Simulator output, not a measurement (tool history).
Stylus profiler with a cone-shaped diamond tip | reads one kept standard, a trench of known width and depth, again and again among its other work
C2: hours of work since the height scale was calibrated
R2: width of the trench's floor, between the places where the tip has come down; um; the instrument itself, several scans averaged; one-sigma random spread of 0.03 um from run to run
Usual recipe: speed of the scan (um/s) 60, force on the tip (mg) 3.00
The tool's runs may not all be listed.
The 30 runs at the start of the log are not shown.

{"run": 31, "hour": 677.0, "speed of the scan (um/s)": 107, "force on the tip (mg)": 1.26, "scans with this tip": 3142, "C2": 266, "depth of the trench (nm)": 1012.09, "R2": 92.52}
{"run": 32, "hour": 696.1, "speed of the scan (um/s)": 111, "force on the tip (mg)": 3.4, "scans with this tip": 3310, "C2": 280, "depth of the trench (nm)": 1022.89, "R2": 92.82}
{"run": 33, "hour": 711.5, "speed of the scan (um/s)": 104, "force on the tip (mg)": 3.24, "scans with this tip": 3445, "C2": 292, "depth of the trench (nm)": 1022.02, "R2": 92.81}
{"run": 34, "hour": 730.4, "speed of the scan (um/s)": 18, "force on the tip (mg)": 1.1, "scans with this tip": 3610, "C2": 306, "depth of the trench (nm)": 1011.28, "R2": 93.16}
{"run": 35, "hour": 747.0, "speed of the scan (um/s)": 74, "force on the tip (mg)": 2.01, "scans with this tip": 3756, "C2": 318, "depth of the trench (nm)": 1016.56, "R2": 92.82}
{"run": 36, "hour": 768.3, "speed of the scan (um/s)": 74, "force on the tip (mg)": 2.01, "scans with this tip": 3943, "C2": 334, "depth of the trench (nm)": 1016.25, "R2": 92.77}
{"run": 37, "hour": 783.0, "speed of the scan (um/s)": 74, "force on the tip (mg)": 2.01, "scans with this tip": 4072, "C2": 345, "depth of the trench (nm)": 1016.39, "R2": 92.82}
{"run": 38, "hour": 801.4, "speed of the scan (um/s)": 50, "force on the tip (mg)": 1.92, "scans with this tip": 4233, "C2": 358, "depth of the trench (nm)": 1015.9, "R2": 92.86}
{"run": 39, "hour": 826.5, "speed of the scan (um/s)": 60, "force on the tip (mg)": 2.71, "scans with this tip": 4454, "C2": 377, "depth of the trench (nm)": 1019.63, "R2": 92.79}
{"run": 40, "hour": 844.7, "speed of the scan (um/s)": 60, "force on the tip (mg)": 2.71, "scans with this tip": 4614, "C2": 390, "depth of the trench (nm)": 1019.89, "R2": 92.79}
{"run": 41, "hour": 858.5, "speed of the scan (um/s)": 204, "force on the tip (mg)": 2.96, "scans with this tip": 4734, "C2": 401, "depth of the trench (nm)": 1021.02, "R2": 92.1}
{"run": 42, "hour": 876.3, "speed of the scan (um/s)": 103, "force on the tip (mg)": 5.45, "scans with this tip": 4890, "C2": 414, "depth of the trench (nm)": 1030.98, "R2": 92.64}
{"run": 43, "hour": 902.7, "speed of the scan (um/s)": 103, "force on the tip (mg)": 5.45, "scans with this tip": 5122, "C2": 434, "depth of the trench (nm)": 1031.31, "R2": 92.54}
{"run": 44, "hour": 919.3, "speed of the scan (um/s)": 148, "force on the tip (mg)": 5.45, "scans with this tip": 5268, "C2": 446, "depth of the trench (nm)": 1030.81, "R2": 92.41}
{"run": 45, "hour": 946.2, "speed of the scan (um/s)": 52, "force on the tip (mg)": 6.67, "scans with this tip": 5504, "C2": 466, "depth of the trench (nm)": 1035.03, "R2": 92.74}
{"run": 46, "hour": 963.2, "speed of the scan (um/s)": 21, "force on the tip (mg)": 4.14, "scans with this tip": 5653, "C2": 478, "depth of the trench (nm)": 1026.64, "R2": 92.8}
{"run": 47, "hour": 991.2, "speed of the scan (um/s)": 57, "force on the tip (mg)": 4.14, "scans with this tip": 5899, "C2": 499, "depth of the trench (nm)": 1026.36, "R2": 92.65}

Here are 3 independent what-if runs from the current tool condition. What would each one return?
{"run": "A", "hour": 1017.0, "speed of the scan (um/s)": 16, "force on the tip (mg)": 1.57, "scans with this tip": 6125, "C2": 518, "depth of the trench (nm)": "?", "R2": "?"}
{"run": "B", "hour": 1017.0, "speed of the scan (um/s)": 75, "force on the tip (mg)": 3.0, "scans with this tip": 6125, "C2": 518, "depth of the trench (nm)": "?", "R2": "?"}
{"run": "C", "hour": 1017.0, "speed of the scan (um/s)": 60, "force on the tip (mg)": 4.02, "scans with this tip": 6125, "C2": 518, "depth of the trench (nm)": "?", "R2": "?"}

run=A depth_of_the_trench_(nm)=1014.70 R2=92.70
run=B depth_of_the_trench_(nm)=1021.40 R2=92.56
run=C depth_of_the_trench_(nm)=1025.61 R2=92.58
Take away the tool's hidden state, keep each run's random variation, and the runs would have read:
run=A depth_of_the_trench_(nm)=1013.20 R2=93.85
run=B depth_of_the_trench_(nm)=1019.88 R2=93.71
run=C depth_of_the_trench_(nm)=1024.08 R2=93.73

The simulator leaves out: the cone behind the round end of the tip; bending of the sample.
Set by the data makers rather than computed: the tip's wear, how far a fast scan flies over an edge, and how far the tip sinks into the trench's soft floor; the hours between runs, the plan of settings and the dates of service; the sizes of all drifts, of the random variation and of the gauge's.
